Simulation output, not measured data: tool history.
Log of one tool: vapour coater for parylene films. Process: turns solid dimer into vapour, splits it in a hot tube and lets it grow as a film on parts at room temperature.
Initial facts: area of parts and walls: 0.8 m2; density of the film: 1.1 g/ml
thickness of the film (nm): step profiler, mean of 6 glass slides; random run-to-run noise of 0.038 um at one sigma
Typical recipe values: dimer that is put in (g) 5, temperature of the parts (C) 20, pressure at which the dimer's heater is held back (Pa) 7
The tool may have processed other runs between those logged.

run     day  dimer that is put in (g)  temperature of the parts (C)  pressure at which the dimer's heater is held back (Pa)  thickness of the film (nm)
  1       0                         5                            20                                                       7                        4010
  2   0.946                         5                            20                                                       7                        4000
  3   2.183                         5                            20                                                       7                        4010
  4   3.183                         5                            15                                                       7                        4570
  5   4.508                         5                            15                                                       7                        4550
  6   5.242                         5                            15                                                    2.26                        5120
  7   5.892                         5                            18                                                    2.26                        4700
  8     7.1                         5                            18                                                    2.26                        4730
  9   8.175                         5                            18                                                    2.26                        4780
 10   9.042                         5                            18                                                    2.26                        4750
 11   9.992                         5                            23                                                    6.58                        3720
 12  10.679                         5                            23                                                    6.58                        3740
 13  11.542                         9                            15                                                    4.27                        8660
 14  12.888                         8                            27                                                       7                        5370

Run 15 comes next. What will it give?
 15  13.725                         2                            12                                                   10.89                           ?

{"run 15": {"thickness of the film (nm)": 1910}}
If the tool had no hidden condition, the same run with the same run-to-run variation would have returned thickness of the film (nm) 1920.
